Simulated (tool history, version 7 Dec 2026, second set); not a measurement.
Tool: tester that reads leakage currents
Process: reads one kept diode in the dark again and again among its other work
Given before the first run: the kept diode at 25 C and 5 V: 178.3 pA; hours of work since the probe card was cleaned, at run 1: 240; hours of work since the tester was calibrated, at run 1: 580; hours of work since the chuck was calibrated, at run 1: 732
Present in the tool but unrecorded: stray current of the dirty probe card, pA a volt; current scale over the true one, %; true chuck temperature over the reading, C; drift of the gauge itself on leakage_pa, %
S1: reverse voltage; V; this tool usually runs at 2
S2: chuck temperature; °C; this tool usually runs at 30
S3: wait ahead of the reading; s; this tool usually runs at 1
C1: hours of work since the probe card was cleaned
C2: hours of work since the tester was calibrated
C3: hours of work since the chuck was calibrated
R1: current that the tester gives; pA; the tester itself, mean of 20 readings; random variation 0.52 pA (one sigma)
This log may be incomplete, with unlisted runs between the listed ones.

run	day	S1	S2	S3	C1	C2	C3	R1
1	0	2	30	1	240	580	732	174.07
2	2.942	2	30	1	272	612	764	173.77
3	5.054	2	30	1	295	636	788	172.6
4	7.196	2	30	1	319	659	811	174.31
5	10.167	2	30	1	352	692	844	174.1
6	13.538	2	30	1	389	729	881	174.09
7	15.217	2	30	1	408	748	900	173.6
8	17.142	2	30	1	429	769	921	173.96
9	19.371	2	30	1	453	794	946	173.97
10	21.7	2	59	1	479	819	971	1932.91
11	23.925	2	59	1	504	844	996	1921.55
# day 26.408: chuck's temperature calibrated
12	26.871	2	59	1	535	876	5	1935.77
13	29.254	2	30	1	562	902	31	171.8
14	32.596	6.28	31	0.84	598	939	68	352.77
15	35.854	6.61	27	3.09	634	975	104	250.54
16	37.525	6.61	45	3.09	653	993	123	1214.19
17	39.617	6.61	45	2.46	676	1016	146	1209.3
18	41.604	2.46	26	2.46	698	1038	168	133.72
19	43.933	2.46	26	2.46	723	1064	193	134.03
20	46.388	6.33	35	2.59	751	1091	220	506.52
21	48.504	18.47	34	1	774	1114	244	821.45
22	50.217	18.47	34	1	793	1133	263	820.14
23	52.867	18.47	34	1	822	1162	292	817.55
24	55.104	2.82	48	1	847	1187	317	983.16
25	57.592	2.82	48	1	874	1214	344	979.89
26	59.854	2.82	48	1	899	1239	369	983.05

Alternative continuations, all from the tool just after run 26; predict every row:
A	63.267	2	39	3.19	937	1277	407	?
B	63.267	2	30	0.58	937	1277	407	?
C	63.267	17.49	28	1	937	1277	407	?

run	R1
A	384.47
B	173.17
C	464.55
The same runs, with their run-to-run variation unchanged, on a tool lacking any hidden condition would have given:
run	R1
A	384.29
B	173.07
C	464.13
